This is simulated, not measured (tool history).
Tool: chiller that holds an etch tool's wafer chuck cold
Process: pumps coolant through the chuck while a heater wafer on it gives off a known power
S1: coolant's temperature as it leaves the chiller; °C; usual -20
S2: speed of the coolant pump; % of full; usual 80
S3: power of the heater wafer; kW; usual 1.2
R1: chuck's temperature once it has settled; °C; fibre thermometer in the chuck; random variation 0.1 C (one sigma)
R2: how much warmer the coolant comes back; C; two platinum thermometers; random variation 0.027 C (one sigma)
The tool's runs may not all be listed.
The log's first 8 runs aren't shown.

Run 9, hour 393.6: usual settings but S1 -23 °C. Result: R1 -11.9 °C, R2 2.92 C.
Run 10, hour 442.5: usual settings but S1 -23 °C. Result: R1 -11.8 °C, R2 2.91 C.
Run 11, hour 499.7: usual settings but S1 -23 °C. Result: R1 -11.8 °C, R2 2.94 C.
Run 12, hour 563.2: usual settings but S2 76 % of full. Result: R1 -8.1 °C, R2 3.09 C.
Run 13, hour 597.2: usual settings but S2 62 % of full. Result: R1 -6 °C, R2 3.82 C.
Run 14, hour 642.4: usual settings but S3 0.775 kW. Result: R1 -12.9 °C, R2 1.89 C.
Run 15, hour 673.7: usual settings but S3 0.775 kW. Result: R1 -12.7 °C, R2 1.89 C.
Run 16, hour 728.2: usual settings but S3 1.256 kW. Result: R1 -8 °C, R2 3.11 C.
Run 17, hour 791.6: usual settings but S1 -12 °C, S2 99 % of full, S3 1.793 kW. Result: R1 2.3 °C, R2 3.58 C.
Run 18, hour 833: usual settings but S1 -12 °C, S2 99 % of full, S3 1.793 kW. Result: R1 2.5 °C, R2 3.61 C.
Run 19, hour 877.8: usual settings but S1 -16 °C, S2 79 % of full, S3 1.566 kW. Result: R1 -0.8 °C, R2 3.97 C.
Run 20, hour 933.6: usual settings but S1 -16 °C, S2 71 % of full, S3 1.028 kW. Result: R1 -5.2 °C, R2 2.89 C.
Run 21, hour 972.9: usual settings but S1 -14 °C, S2 65 % of full, S3 0.612 kW. Result: R1 -7.1 °C, R2 1.86 C.
Run 22, hour 1032.3: usual settings but S1 -14 °C, S2 65 % of full, S3 0.612 kW. Result: R1 -7.2 °C, R2 1.9 C.
Run 23, hour 1089.4: usual settings but S1 -26 °C, S2 65 % of full, S3 0.994 kW. Result: R1 -14.7 °C, R2 3.08 C.
Run 24, hour 1142.2: usual settings but S2 91 % of full. Result: R1 -9.5 °C, R2 2.59 C.
Run 25, hour 1177.6: usual settings but S2 91 % of full. Result: R1 -9.6 °C, R2 2.59 C.
Run 26, hour 1222.3: usual settings but S1 -24 °C, S2 71 % of full, S3 1.27 kW. Result: R1 -10.2 °C, R2 3.55 C.
Run 27, hour 1268.7: usual settings but S1 -24 °C, S2 71 % of full, S3 1.27 kW. Result: R1 -10.1 °C, R2 3.52 C.
Run 28, hour 1311.6: usual settings but S1 -11 °C, S2 71 % of full, S3 1.119 kW. Result: R1 1.1 °C, R2 3.13 C.
Run 29, hour 1353: usual settings but S1 -15 °C, S2 71 % of full, S3 0.814 kW. Result: R1 -6.3 °C, R2 2.26 C.
Run 30, hour 1417.7: usual settings but S1 -18 °C, S2 63 % of full, S3 0.833 kW. Result: R1 -7.9 °C, R2 2.67 C.
Run 31, hour 1478.5: usual settings but S1 -18 °C, S2 63 % of full, S3 0.833 kW. Result: R1 -8 °C, R2 2.63 C.

3 ways to go on from here, each from the tool as it stands after run 31. What would each give?
Run A, hour 1526.1: usual settings but S2 67 % of full, S3 1.286 kW. Result: R1 ?, R2 ?.
Run B, hour 1526.1: usual settings but S1 -18 °C, S2 69 % of full, S3 0.833 kW. Result: R1 ?, R2 ?.
Run C, hour 1526.1: usual settings but S1 -27 °C, S2 61 % of full, S3 0.833 kW. Result: R1 ?, R2 ?.

run     R1    R2
  A   -5.2  3.85
  B   -8.8   2.4
  C  -16.7  2.73
Without the tool's hidden state the same runs would have given:
run     R1    R2
  A     -8  3.57
  B  -10.4  2.22
  C  -18.5  2.53
